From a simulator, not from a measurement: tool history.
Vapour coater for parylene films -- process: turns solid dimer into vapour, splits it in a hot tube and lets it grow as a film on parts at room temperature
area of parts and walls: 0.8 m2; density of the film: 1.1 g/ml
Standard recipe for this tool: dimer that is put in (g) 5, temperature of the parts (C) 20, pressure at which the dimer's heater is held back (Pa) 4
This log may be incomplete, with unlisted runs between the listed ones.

run,day,dimer that is put in (g),temperature of the parts (C),pressure at which the dimer's heater is held back (Pa),thickness of the film (nm)
1,0,5,20,4,3830
2,1.921,5,20,11.36,3400
3,3.6,5,20,11.36,3410
4,5.062,7,20,11.36,4810
5,6.162,5,20,4,3870
6,7.875,5,29,4,2930
7,9.758,5,29,4,2910
# day 11.183: trap's valve overhauled
8,11.85,7,20,4,5450
9,13.638,7,20,4,5410
10,15.4,5,20,4,3910
11,17.283,6,20,4,4580
12,18.375,5,20,4,3870
13,20.45,5,20,4,3930
14,22.392,8,20,4,6130
15,23.429,5,20,4,3900
16,24.738,5,20,4,3860
17,26.212,5,20,4,3870
18,27.862,5,20,4,3950
19,29.879,5,20,4,3890
20,31.075,5,20,4,3920
21,32.725,5,20,4,3810
22,34.025,5,20,4,3880
23,35.129,5,20,4,3870
24,36.046,5,20,4,3860
25,37.104,5,24,5.39,3260
26,38.892,3,23,7.78,1950
27,40.925,3,23,7.78,1940
28,42.979,5,12,7.01,4660
29,44.079,5,14,11.87,4110
30,46.004,3,19,4.14,2360
31,47.062,3,19,4.26,2320
32,48.646,3,19,4.26,2420
33,50.6,3,19,4.26,2390
34,52.475,2,17,4,1680

What does the tool deliver on the next run?
# day 53.567: trap's valve overhauled
35,53.746,2,20,4.3,?

Run 35 gave thickness of the film (nm) 1540.
Had the tool carried no hidden state, the very same run would have given thickness of the film (nm) 1540.
